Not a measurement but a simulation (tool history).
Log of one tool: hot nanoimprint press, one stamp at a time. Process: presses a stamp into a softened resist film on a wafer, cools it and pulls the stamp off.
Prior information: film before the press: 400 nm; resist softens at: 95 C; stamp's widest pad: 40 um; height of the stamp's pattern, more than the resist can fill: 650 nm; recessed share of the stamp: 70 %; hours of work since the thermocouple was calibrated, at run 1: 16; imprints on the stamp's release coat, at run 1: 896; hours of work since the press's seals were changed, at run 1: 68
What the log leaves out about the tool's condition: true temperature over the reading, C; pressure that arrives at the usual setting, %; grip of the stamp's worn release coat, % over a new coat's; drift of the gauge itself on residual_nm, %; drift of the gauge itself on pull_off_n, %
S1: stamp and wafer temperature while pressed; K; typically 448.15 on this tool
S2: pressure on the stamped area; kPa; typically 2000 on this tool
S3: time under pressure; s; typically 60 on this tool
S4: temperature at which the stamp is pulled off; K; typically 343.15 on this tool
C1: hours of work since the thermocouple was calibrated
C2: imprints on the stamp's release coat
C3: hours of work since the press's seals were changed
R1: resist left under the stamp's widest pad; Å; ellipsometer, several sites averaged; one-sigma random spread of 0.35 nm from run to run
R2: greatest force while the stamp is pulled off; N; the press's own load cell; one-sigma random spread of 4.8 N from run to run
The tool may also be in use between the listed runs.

run     day      S1    S2   S3      S4   C1    C2   C3    R1   R2
  1       0  448.15  2000   60  343.15   16   896   68  2328  292
  2   0.629  448.15  2000   60  343.15   25   953   77  2332  302
  3   1.021  448.15  2000  102  343.15   31   989   83  1944  306
  4   1.671  448.15  2000   60  343.15   41  1048   93  2333  313
  5   2.233  456.15  2000   60  343.15   49  1099  101  1727  319
  6   3.033  456.15  2000   60  343.15   61  1172  113  1721  312
  7   3.958  456.15  2000   60  343.15   74  1257  126  1721  314
  8     4.4  448.15  2000   60  343.15   81  1297  133  2332  323
  9   5.071  448.15  2000   60  343.15   90  1358  142  2324  325
 10   5.646  448.15  2000   60  343.15   99  1410  151  2328  333
 11   6.446  448.15  2000   60  343.15  110  1483  162  2322  345
 12   6.983  448.15  2000   60  343.15  118  1532  170  2323  353
 13   7.692  448.15  2000   60  343.15  129  1597  181  2321  357
 14   8.579  448.15  2000   60  343.15  142  1678  194  2322  361
 15   9.038  448.15  2000   67  343.15  148  1719  200  2242  353
 16    9.55  448.15  2000   67  343.15  156  1766  208  2243  371
      9.971  -- stamp cleaned and given a new release coat
 17  10.325  448.15  2000   67  343.15  164    33  216  2241  231
 18  10.738  448.15  2000   67  343.15  170    70  222  2245  237
 19  11.279  448.15  2000   67  343.15  178   120  230  2236  241
 20  12.092  448.15  2220   48  343.15  189   194  241  2386  257
 21  12.688  452.15  1310   60  343.15  198   248  250  2365  256
 22  13.375  452.15  2000   60  336.15  208   311  260  2002  287
 23  13.783  448.15  1570   65  336.15  214   348  266  2464  288
 24  14.221  448.15  1570   65  336.15  221   388  273  2470  307
 25    14.7  439.15  3180   63  344.15  228   431  280  2660  263
 26  15.096  448.15  2000   32  340.15  233   467  285  2763  290
 27    15.8  448.15  2000   32  340.15  244   532  296  2771  282
 28  16.512  448.15  2000   63  336.15  254   597  306  2278  315
 29  17.033  448.15  1420   60  343.15  262   644  314  2611  276

How would selected steps in R1 from run to run divide? Give the signed amount a tool lacking its hidden state would still show from settings, what came in and random variation, and the signed amount left for the hidden state, including any gauge scatter that is not in both of the compared results.
Run 4 -> 5: S1 448.15 -> 456.15. R1 -606 Å: hidden state -5, all else -601.
Run 7 -> 8: S1 456.15 -> 448.15. R1 +611 Å: hidden state +3, all else +608.
Run 24 -> 25: S1 448.15 -> 439.15, S2 1570 -> 3180, S3 65 -> 63, S4 336.15 -> 344.15. R1 +190 Å: hidden state +17, all else +173.
Run 25 -> 26: S1 439.15 -> 448.15, S2 3180 -> 2000, S3 63 -> 32, S4 344.15 -> 340.15. R1 +103 Å: hidden state -13, all else +116.
